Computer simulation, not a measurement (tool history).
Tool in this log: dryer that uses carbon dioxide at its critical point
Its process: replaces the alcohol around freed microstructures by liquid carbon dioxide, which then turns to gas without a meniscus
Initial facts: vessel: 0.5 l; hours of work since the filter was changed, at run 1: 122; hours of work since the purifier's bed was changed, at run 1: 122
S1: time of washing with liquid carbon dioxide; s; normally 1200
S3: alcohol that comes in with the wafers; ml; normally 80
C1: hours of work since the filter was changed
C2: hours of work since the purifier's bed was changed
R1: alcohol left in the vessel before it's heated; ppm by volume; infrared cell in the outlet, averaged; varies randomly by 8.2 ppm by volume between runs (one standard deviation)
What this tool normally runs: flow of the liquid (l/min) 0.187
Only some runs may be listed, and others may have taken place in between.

{"run": 1, "hour": 0.0, "S1": 1200, "flow of the liquid (l/min)": 0.187, "S3": 80, "C1": 122, "C2": 122, "R1": 592}
{"run": 2, "hour": 45.8, "S1": 1200, "flow of the liquid (l/min)": 0.187, "S3": 80, "C1": 150, "C2": 150, "R1": 629}
{"run": 3, "hour": 68.6, "S1": 1200, "flow of the liquid (l/min)": 0.144, "S3": 80, "C1": 164, "C2": 164, "R1": 2296}
{"run": 4, "hour": 103.6, "S1": 1200, "flow of the liquid (l/min)": 0.144, "S3": 80, "C1": 186, "C2": 186, "R1": 2359}
{"run": 5, "hour": 123.7, "S1": 1200, "flow of the liquid (l/min)": 0.144, "S3": 80, "C1": 199, "C2": 199, "R1": 2383}
{"run": 6, "hour": 157.5, "S1": 1200, "flow of the liquid (l/min)": 0.187, "S3": 82, "C1": 220, "C2": 220, "R1": 737}
{"run": 7, "hour": 183.6, "S1": 1200, "flow of the liquid (l/min)": 0.187, "S3": 82, "C1": 236, "C2": 236, "R1": 785}
{"run": 8, "hour": 220.5, "S1": 1200, "flow of the liquid (l/min)": 0.187, "S3": 82, "C1": 260, "C2": 260, "R1": 811}
{"run": 9, "hour": 249.4, "S1": 1200, "flow of the liquid (l/min)": 0.187, "S3": 82, "C1": 278, "C2": 278, "R1": 814}
{"run": 10, "hour": 298.6, "S1": 1200, "flow of the liquid (l/min)": 0.187, "S3": 82, "C1": 309, "C2": 309, "R1": 900}
{"hour": 313.3, "done": "inlet filter changed"}
{"run": 11, "hour": 347.1, "S1": 1200, "flow of the liquid (l/min)": 0.187, "S3": 82, "C1": 21, "C2": 338, "R1": 500}
{"run": 12, "hour": 374.0, "S1": 780, "flow of the liquid (l/min)": 0.236, "S3": 81, "C1": 38, "C2": 355, "R1": 1382}
{"run": 13, "hour": 421.9, "S1": 780, "flow of the liquid (l/min)": 0.236, "S3": 81, "C1": 68, "C2": 385, "R1": 1435}
{"run": 14, "hour": 457.0, "S1": 720, "flow of the liquid (l/min)": 0.144, "S3": 80, "C1": 90, "C2": 407, "R1": 11607}
{"run": 15, "hour": 494.2, "S1": 1440, "flow of the liquid (l/min)": 0.194, "S3": 82, "C1": 113, "C2": 430, "R1": 183}
{"run": 16, "hour": 532.8, "S1": 1800, "flow of the liquid (l/min)": 0.273, "S3": 82, "C1": 137, "C2": 455, "R1": 64}
{"run": 17, "hour": 569.1, "S1": 960, "flow of the liquid (l/min)": 0.164, "S3": 80, "C1": 160, "C2": 477, "R1": 3270}
{"run": 18, "hour": 604.6, "S1": 1200, "flow of the liquid (l/min)": 0.284, "S3": 80, "C1": 182, "C2": 499, "R1": 102}
{"run": 19, "hour": 652.1, "S1": 1080, "flow of the liquid (l/min)": 0.239, "S3": 72, "C1": 212, "C2": 529, "R1": 335}
{"run": 20, "hour": 693.5, "S1": 1080, "flow of the liquid (l/min)": 0.239, "S3": 72, "C1": 238, "C2": 555, "R1": 350}

5 options for the next run, each taken on its own from the tool as it stands now. Forecast them:
{"run": "A", "hour": 740.6, "S1": 1200, "flow of the liquid (l/min)": 0.239, "S3": 90, "C1": 268, "C2": 585, "R1": "?"}
{"run": "B", "hour": 740.6, "S1": 1680, "flow of the liquid (l/min)": 0.239, "S3": 72, "C1": 268, "C2": 585, "R1": "?"}
{"run": "C", "hour": 740.6, "S1": 1260, "flow of the liquid (l/min)": 0.21, "S3": 21, "C1": 268, "C2": 585, "R1": "?"}
{"run": "D", "hour": 740.6, "S1": 1080, "flow of the liquid (l/min)": 0.239, "S3": 26, "C1": 268, "C2": 585, "R1": "?"}
{"run": "E", "hour": 740.6, "S1": 1200, "flow of the liquid (l/min)": 0.135, "S3": 96, "C1": 268, "C2": 585, "R1": "?"}

run=A R1=257
run=B R1=79
run=C R1=155
run=D R1=187
run=E R1=4070
With no hidden state in the tool, these same runs would have given:
run=A R1=93
run=B R1=0
run=C R1=47
run=D R1=66
run=E R1=2691
